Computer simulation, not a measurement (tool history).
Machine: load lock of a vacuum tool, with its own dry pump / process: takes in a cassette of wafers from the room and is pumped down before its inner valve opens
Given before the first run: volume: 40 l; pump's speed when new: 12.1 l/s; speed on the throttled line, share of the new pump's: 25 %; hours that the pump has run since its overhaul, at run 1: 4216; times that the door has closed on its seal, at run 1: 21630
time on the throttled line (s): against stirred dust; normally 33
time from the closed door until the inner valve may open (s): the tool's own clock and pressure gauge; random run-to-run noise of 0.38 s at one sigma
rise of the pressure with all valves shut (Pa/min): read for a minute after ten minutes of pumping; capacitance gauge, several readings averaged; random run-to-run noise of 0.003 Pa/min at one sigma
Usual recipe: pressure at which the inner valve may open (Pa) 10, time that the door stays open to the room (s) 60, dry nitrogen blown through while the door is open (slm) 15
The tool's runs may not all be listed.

run    hour  time on the throttled line (s)  pressure at which the inner valve may open (Pa)  time that the door stays open to the room (s)  dry nitrogen blown through while the door is open (slm)  hours that the pump has run since its overhaul  times that the door has closed on its seal  incoming humidity of the room's air, %  time from the closed door until the inner valve may open (s)  rise of the pressure with all valves shut (Pa/min)
  1     0.0                              33                                               10                                             60                                                       15                                            4216                                       21630                                    44.7                                                          57.5                                               0.103
  2   110.4                              33                                               10                                             60                                                       15                                            4326                                       22054                                    46.0                                                          57.1                                               0.110
  3   203.3                              33                                               10                                             60                                                       15                                            4419                                       22410                                    41.1                                                          56.8                                               0.106
  4   306.7                              33                                               20                                             60                                                       15                                            4523                                       22808                                    46.4                                                          54.7                                               0.103
  5   432.6                              33                                               20                                             60                                                       15                                            4648                                       23291                                    45.3                                                          53.9                                               0.114
  6   500.1                              33                                               20                                             60                                                       15                                            4716                                       23550                                    49.2                                                          54.5                                               0.118
  7   569.6                              33                                               10                                             60                                                       15                                            4785                                       23817                                    47.8                                                          57.4                                               0.120
  8   663.2                              33                                               10                                             60                                                       15                                            4879                                       24176                                    44.1                                                          57.5                                               0.112
  9   788.5                              33                                               10                                             60                                                       15                                            5004                                       24657                                    45.2                                                          57.7                                               0.113
 10   900.8                              33                                               10                                             60                                                       15                                            5117                                       25088                                    44.6                                                          57.7                                               0.114
 11   990.2                              33                                               10                                             60                                                       15                                            5206                                       25431                                    45.4                                                          57.1                                               0.118
 12  1061.9                              19                                               15                                             60                                                       18                                            5278                                       25707                                    49.4                                                          45.6                                               0.122
 13  1148.1                              45                                               19                                             32                                                       19                                            5364                                       26038                                    45.6                                                          64.1                                               0.110
 14  1295.7                              45                                               19                                             32                                                       19                                            5512                                       26604                                    44.5                                                          63.6                                               0.121
 15  1371.8                              31                                               10                                             60                                                       15                                            5588                                       26897                                    47.2                                                          55.6                                               0.131
 16  1440.2                              31                                               10                                             60                                                       15                                            5656                                       27159                                    44.2                                                          55.8                                               0.128
 17  1582.2                              52                                               12                                             60                                                       15                                            5798                                       27704                                    44.6                                                          70.7                                               0.131

Expected results for the next run?
 18  1664.4                              21                                               10                                             60                                                       15                                            5880                                       28020                                    45.9                                                             ?                                                   ?

time from the closed door until the inner valve may open (s): 49.3
rise of the pressure with all valves shut (Pa/min): 0.137
If the tool had no hidden condition, the same run with the same run-to-run variation would have returned time from the closed door until the inner valve may open (s) 46.9, rise of the pressure with all valves shut (Pa/min) 0.038.

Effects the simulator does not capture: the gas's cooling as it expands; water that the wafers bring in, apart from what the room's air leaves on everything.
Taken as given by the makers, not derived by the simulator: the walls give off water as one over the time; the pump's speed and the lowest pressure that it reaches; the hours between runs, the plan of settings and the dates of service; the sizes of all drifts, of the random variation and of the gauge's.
